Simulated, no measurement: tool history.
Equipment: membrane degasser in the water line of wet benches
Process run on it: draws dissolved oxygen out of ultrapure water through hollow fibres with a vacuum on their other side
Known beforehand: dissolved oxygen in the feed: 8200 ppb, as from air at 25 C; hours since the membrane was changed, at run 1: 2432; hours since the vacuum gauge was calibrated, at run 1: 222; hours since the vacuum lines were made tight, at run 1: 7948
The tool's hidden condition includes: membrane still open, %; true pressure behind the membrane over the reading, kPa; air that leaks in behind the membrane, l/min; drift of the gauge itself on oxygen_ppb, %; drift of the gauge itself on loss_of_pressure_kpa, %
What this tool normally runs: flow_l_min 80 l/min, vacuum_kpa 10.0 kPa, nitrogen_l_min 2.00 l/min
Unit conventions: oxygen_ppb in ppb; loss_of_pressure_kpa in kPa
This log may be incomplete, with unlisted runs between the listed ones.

run	day	flow_l_min	vacuum_kpa	nitrogen_l_min	hours since the membrane was changed	hours since the vacuum gauge was calibrated	hours since the vacuum lines were made tight	oxygen_ppb	loss_of_pressure_kpa
1	0.000	80	10.0	2.00	2432	222	7948	549.7	28.42
2	3.675	80	10.0	2.00	2520	310	8036	552.6	28.27
3	5.904	80	6.2	2.00	2574	364	8090	270.5	28.10
4	9.771	80	6.2	2.00	2666	456	8182	269.9	28.06
5	12.342	80	6.2	2.00	2728	518	8244	270.9	28.01
# day 15.579: seals of the vacuum lines changed
6	15.579	80	6.2	2.00	2804	594	0	271.6	28.24
7	17.892	80	6.2	2.00	2859	649	55	270.2	28.00
8	20.196	80	10.0	3.51	2915	705	111	362.2	28.37
9	23.546	80	10.0	3.51	2995	785	191	362.6	28.37
10	25.821	80	10.0	3.51	3050	840	246	362.5	27.98
11	29.167	80	10.0	2.00	3130	920	326	550.4	28.09
12	32.146	80	10.0	2.00	3202	991	398	551.9	28.02
13	35.650	80	10.0	2.00	3286	1075	482	551.9	28.34
14	39.071	80	10.0	2.00	3368	1158	564	553.6	28.21
15	42.662	80	10.0	2.00	3454	1244	650	554.0	27.99
16	46.683	80	10.0	2.00	3550	1340	747	552.4	28.14
17	50.808	71	10.0	2.19	3649	1439	845	463.4	25.26
18	53.867	64	9.7	1.08	3723	1513	919	680.5	22.51
19	55.650	64	9.7	1.08	3766	1556	962	682.3	22.48
20	58.575	99	6.1	2.40	3836	1626	1032	287.0	34.95
21	61.408	69	10.0	0.81	3904	1694	1100	902.7	24.30
22	64.875	112	9.0	0.81	3987	1777	1183	1064.1	39.62
23	68.350	107	20.9	1.89	4070	1860	1266	1627.1	37.53
24	70.762	74	13.9	2.15	4128	1918	1324	732.8	26.29
25	74.783	88	21.6	1.39	4225	2015	1421	1778.3	31.02
26	77.800	59	11.1	0.98	4297	2087	1493	816.8	20.69
27	80.996	54	10.7	5.04	4374	2164	1570	199.4	18.72
28	83.554	81	12.4	1.82	4435	2225	1631	774.3	28.65
29	87.188	80	8.8	2.23	4523	2312	1719	428.8	28.07
30	90.262	80	20.5	1.39	4596	2386	1792	1585.5	28.09
31	93.417	80	20.5	1.39	4672	2462	1868	1589.8	28.20
32	96.150	97	11.8	2.76	4738	2527	1934	631.7	34.22

Predict each of these 3 candidate next runs independently; none follows another, all start after run 32:
A	98.392	116	11.8	2.76	4791	2581	1988	?	?
B	98.392	115	6.6	1.03	4791	2581	1988	?	?
C	98.392	64	14.7	0.83	4791	2581	1988	?	?

run	oxygen_ppb	loss_of_pressure_kpa
A	735.1	40.72
B	605.4	40.68
C	1342.8	22.75
Stripped of hidden state, with their random variation kept, the same runs would have yielded:
run	oxygen_ppb	loss_of_pressure_kpa
A	735.0	40.71
B	605.3	40.67
C	1342.8	22.74

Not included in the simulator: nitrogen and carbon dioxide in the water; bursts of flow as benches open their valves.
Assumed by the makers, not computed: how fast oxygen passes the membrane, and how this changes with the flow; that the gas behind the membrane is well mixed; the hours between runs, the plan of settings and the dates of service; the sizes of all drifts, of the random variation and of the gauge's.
